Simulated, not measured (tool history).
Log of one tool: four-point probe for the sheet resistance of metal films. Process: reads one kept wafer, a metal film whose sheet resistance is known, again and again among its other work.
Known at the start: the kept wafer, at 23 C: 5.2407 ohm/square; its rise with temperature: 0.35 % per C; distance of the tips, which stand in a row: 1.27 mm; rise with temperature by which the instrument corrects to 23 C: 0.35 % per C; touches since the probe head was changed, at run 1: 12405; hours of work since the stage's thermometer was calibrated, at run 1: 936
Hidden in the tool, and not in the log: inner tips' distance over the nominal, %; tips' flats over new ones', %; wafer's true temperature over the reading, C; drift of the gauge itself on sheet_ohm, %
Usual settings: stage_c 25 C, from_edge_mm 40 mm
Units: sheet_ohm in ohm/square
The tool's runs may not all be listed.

run	hour	stage_c	from_edge_mm	touches since the probe head was changed	hours of work since the stage's thermometer was calibrated	sheet_ohm
1	0	25	40	12405	936	5.232834
2	13	25	40	12947	945	5.233461
3	32.6	25	40	13761	959	5.230476
4	48.3	25	15	14412	969	5.249414
5	64.2	25	15	15076	980	5.249716
6	82.6	25	40	15841	993	5.230452
7	94.7	25	40	16340	1002	5.230863
8	107.6	25	40	16876	1010	5.231758
9	121.7	25	40	17466	1020	5.230298
10	138.6	25	40	18167	1032	5.229625
11	147.5	25	40	18535	1038	5.22924
12	157.7	19	8	18962	1045	5.298179
13	170.6	23	47	19498	1054	5.231339
14	187.9	22	12	20215	1066	5.26002
15	204.7	22	12	20916	1078	5.258174
16	224.6	22	12	21742	1091	5.255136
17	237.6	22	12	22282	1100	5.256682
18	248.1	22	12	22718	1108	5.255591
19	265.3	28	41	23434	1120	5.228213
20	285	32	16	24254	1133	5.243927
21	302.4	25	19	24977	1145	5.235843
22	319.4	23	31	25684	1157	5.230035

4 ways to go on from here, each from the tool as it stands after run 22. What would each give?
A	336.7	30	20	26403	1169	?
B	336.7	25	32	26403	1169	?
C	336.7	29	21	26403	1169	?
D	336.7	25	52	26403	1169	?

run	sheet_ohm
A	5.237957
B	5.227885
C	5.235667
D	5.226165
Without the tool's hidden state the same runs would have given:
run	sheet_ohm
A	5.254788
B	5.244652
C	5.252484
D	5.242927
